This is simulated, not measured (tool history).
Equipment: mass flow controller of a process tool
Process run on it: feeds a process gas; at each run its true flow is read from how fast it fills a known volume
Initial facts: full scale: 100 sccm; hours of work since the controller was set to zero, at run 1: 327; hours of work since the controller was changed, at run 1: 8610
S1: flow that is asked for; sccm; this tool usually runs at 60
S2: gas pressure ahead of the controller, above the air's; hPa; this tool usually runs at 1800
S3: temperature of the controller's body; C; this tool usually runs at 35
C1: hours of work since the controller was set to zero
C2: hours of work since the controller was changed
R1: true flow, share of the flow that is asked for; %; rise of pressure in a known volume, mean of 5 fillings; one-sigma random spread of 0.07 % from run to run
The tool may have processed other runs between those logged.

Run 1, day 0: usual settings; C1 327; C2 8610. Result: R1 99.41 %.
Run 2, day 10.262: usual settings; C1 508; C2 8791. Result: R1 99.27 %.
Run 3, day 26.412: usual settings but S1 43 sccm; C1 793; C2 9076. Result: R1 99.31 %.
Run 4, day 48.438: usual settings but S1 43 sccm; C1 1182; C2 9465. Result: R1 99.26 %.
Run 5, day 60.546: usual settings; C1 1396; C2 9679. Result: R1 99.52 %.
Run 6, day 80.108: usual settings but S2 1640 hPa; C1 1741; C2 10024. Result: R1 99.29 %.
Run 7, day 99.271: usual settings; C1 2080; C2 10362. Result: R1 99.42 %.
Run 8, day 119.942: usual settings; C1 2445; C2 10727. Result: R1 99.33 %.
Run 9, day 130.671: usual settings; C1 2634; C2 10917. Result: R1 99.51 %.
Run 10, day 143.942: usual settings; C1 2868; C2 11151. Result: R1 99.33 %.
Run 11, day 155.267: usual settings but S1 29 sccm, S3 23 C; C1 3068; C2 11351. Result: R1 99.49 %.
Run 12, day 167.021: usual settings but S1 18 sccm, S2 1910 hPa; C1 3276; C2 11558. Result: R1 99.26 %.
Run 13, day 176.238: usual settings but S1 39 sccm; C1 3438; C2 11721. Result: R1 99.18 %.
Run 14, day 188.062: usual settings but S1 39 sccm; C1 3647; C2 11930. Result: R1 99.19 %.
Run 15, day 199.254: usual settings but S2 2140 hPa; C1 3845; C2 12127. Result: R1 99.7 %.
Run 16, day 208.642: usual settings but S1 52 sccm, S2 1920 hPa; C1 4011; C2 12293. Result: R1 99.42 %.
Run 17, day 222.9: usual settings but S1 52 sccm, S2 1920 hPa; C1 4262; C2 12545. Result: R1 99.47 %.
Run 18, day 238.2: usual settings but S1 11 sccm, S2 1680 hPa, S3 22 C; C1 4532; C2 12815. Result: R1 99.13 %.

Below are 5 alternative next runs, each starting from the tool's condition after run 18. Predict each:
Run A, day 253.417: usual settings but S1 26 sccm, S2 1910 hPa, S3 28 C; C1 4801; C2 13084. Result: R1 ?.
Run B, day 253.417: usual settings but S1 11 sccm, S2 1970 hPa, S3 23 C; C1 4801; C2 13084. Result: R1 ?.
Run C, day 253.417: usual settings but S2 1920 hPa; C1 4801; C2 13084. Result: R1 ?.
Run D, day 253.417: usual settings but S1 63 sccm, S3 25 C; C1 4801; C2 13084. Result: R1 ?.
Run E, day 253.417: usual settings but S3 31 C; C1 4801; C2 13084. Result: R1 ?.

run     R1
  A  99.36
  B  99.37
  C   99.4
  D  99.63
  E  99.52
What these runs would have given with no unlogged condition in the tool:
run     R1
  A  99.36
  B  99.37
  C  99.39
  D  99.61
  E  99.51

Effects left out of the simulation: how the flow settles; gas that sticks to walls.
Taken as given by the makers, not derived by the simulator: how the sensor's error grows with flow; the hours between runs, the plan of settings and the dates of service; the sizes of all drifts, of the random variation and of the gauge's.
